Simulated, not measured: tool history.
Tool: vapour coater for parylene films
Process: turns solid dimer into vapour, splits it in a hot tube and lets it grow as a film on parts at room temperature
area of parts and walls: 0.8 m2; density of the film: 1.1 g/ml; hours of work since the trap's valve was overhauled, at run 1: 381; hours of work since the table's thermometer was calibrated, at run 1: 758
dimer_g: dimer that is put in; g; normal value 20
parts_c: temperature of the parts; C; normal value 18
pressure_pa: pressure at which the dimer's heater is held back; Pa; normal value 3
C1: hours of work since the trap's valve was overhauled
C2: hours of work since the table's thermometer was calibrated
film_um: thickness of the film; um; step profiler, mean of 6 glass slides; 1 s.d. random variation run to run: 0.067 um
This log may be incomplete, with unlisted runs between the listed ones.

run 1 hour=0 | dimer_g=20 parts_c=18 pressure_pa=3 | C1=381 C2=758 | film_um=14.26
-- hour=22 trap's valve overhauled
run 2 hour=58 | dimer_g=20 parts_c=18 pressure_pa=4.87 | C1=25 C2=796 | film_um=13.48
run 3 hour=84.2 | dimer_g=20 parts_c=18 pressure_pa=4.87 | C1=44 C2=814 | film_um=13.59
run 4 hour=127.4 | dimer_g=20 parts_c=18 pressure_pa=4.87 | C1=74 C2=845 | film_um=13.43
run 5 hour=160.5 | dimer_g=20 parts_c=18 pressure_pa=9.78 | C1=98 C2=868 | film_um=12.46
run 6 hour=214 | dimer_g=11 parts_c=18 pressure_pa=7.14 | C1=135 C2=906 | film_um=7.16

What will run 7 give?
run 7 hour=253 | dimer_g=8 parts_c=23 pressure_pa=3.18 | C1=163 C2=933 | film_um=?

film_um: 4.84 um
Minus the tool's unlogged condition, the same run would have read film_um 4.85 um.
